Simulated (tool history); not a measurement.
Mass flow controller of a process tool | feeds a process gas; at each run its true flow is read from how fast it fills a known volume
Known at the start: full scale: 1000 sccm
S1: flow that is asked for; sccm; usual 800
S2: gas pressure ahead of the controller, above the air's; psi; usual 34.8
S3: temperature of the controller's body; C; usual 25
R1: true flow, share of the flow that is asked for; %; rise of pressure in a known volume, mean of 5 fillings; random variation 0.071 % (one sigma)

Run 1, hour 0: usual settings. Result: R1 99.9 %.
Run 2, hour 71.3: usual settings. Result: R1 99.76 %.
Run 3, hour 134.1: usual settings. Result: R1 99.87 %.
Run 4, hour 217: usual settings. Result: R1 99.61 %.
Run 5, hour 299.4: usual settings but S3 26 C. Result: R1 99.82 %.
Run 6, hour 338.3: usual settings but S3 26 C. Result: R1 99.82 %.
Run 7, hour 379.2: usual settings but S3 26 C. Result: R1 99.93 %.
Run 8, hour 452: usual settings. Result: R1 99.63 %.
Run 9, hour 537.6: usual settings. Result: R1 99.76 %.
Run 10, hour 616.3: usual settings. Result: R1 99.53 %.
Run 11, hour 672.8: usual settings. Result: R1 99.83 %.
Run 12, hour 749.2: usual settings. Result: R1 99.86 %.
Run 13, hour 826: usual settings but S1 359 sccm. Result: R1 99.32 %.
Run 14, hour 907.2: usual settings but S1 359 sccm, S2 25.4 psi, S3 34 C. Result: R1 100.05 %.
Run 15, hour 954.8: usual settings but S1 804 sccm, S2 25.2 psi, S3 35 C. Result: R1 100.57 %.
Run 16, hour 1004.2: usual settings but S1 804 sccm, S2 21.9 psi, S3 22 C. Result: R1 99.56 %.
At hour 1010.7: controller's zero set anew.
Run 17, hour 1064.7: usual settings but S1 804 sccm, S2 21.9 psi, S3 22 C. Result: R1 99.59 %.
Run 18, hour 1153.5: usual settings but S1 101 sccm, S2 29.9 psi, S3 24 C. Result: R1 99.54 %.
Run 19, hour 1193.7: usual settings but S1 101 sccm, S2 31.2 psi, S3 37 C. Result: R1 100.38 %.
Run 20, hour 1238.8: usual settings but S1 365 sccm, S2 40 psi, S3 35 C. Result: R1 100.06 %.
At hour 1295.7: controller's zero set anew, once more.
Run 21, hour 1302.3: usual settings but S1 365 sccm, S2 40 psi, S3 35 C. Result: R1 99.97 %.
Run 22, hour 1381.1: usual settings but S1 365 sccm, S2 40 psi, S3 20 C. Result: R1 98.65 %.
Run 23, hour 1459.6: usual settings but S1 100 sccm, S3 24 C. Result: R1 98.93 %.
Run 24, hour 1542.6: usual settings but S1 268 sccm, S3 24 C. Result: R1 99.08 %.

Forecast each of these 3 alternatives for the next run:
Run A, hour 1589.4: usual settings but S1 107 sccm, S2 29.3 psi, S3 31 C. Result: R1 ?.
Run B, hour 1589.4: usual settings but S1 910 sccm, S2 27.1 psi, S3 22 C. Result: R1 ?.
Run C, hour 1589.4: usual settings but S1 397 sccm, S2 35 psi, S3 28 C. Result: R1 ?.

run     R1
  A  99.71
  B  99.61
  C  99.39
Without the tool's hidden state the same runs would have given:
run     R1
  A  99.51
  B  99.75
  C  99.47

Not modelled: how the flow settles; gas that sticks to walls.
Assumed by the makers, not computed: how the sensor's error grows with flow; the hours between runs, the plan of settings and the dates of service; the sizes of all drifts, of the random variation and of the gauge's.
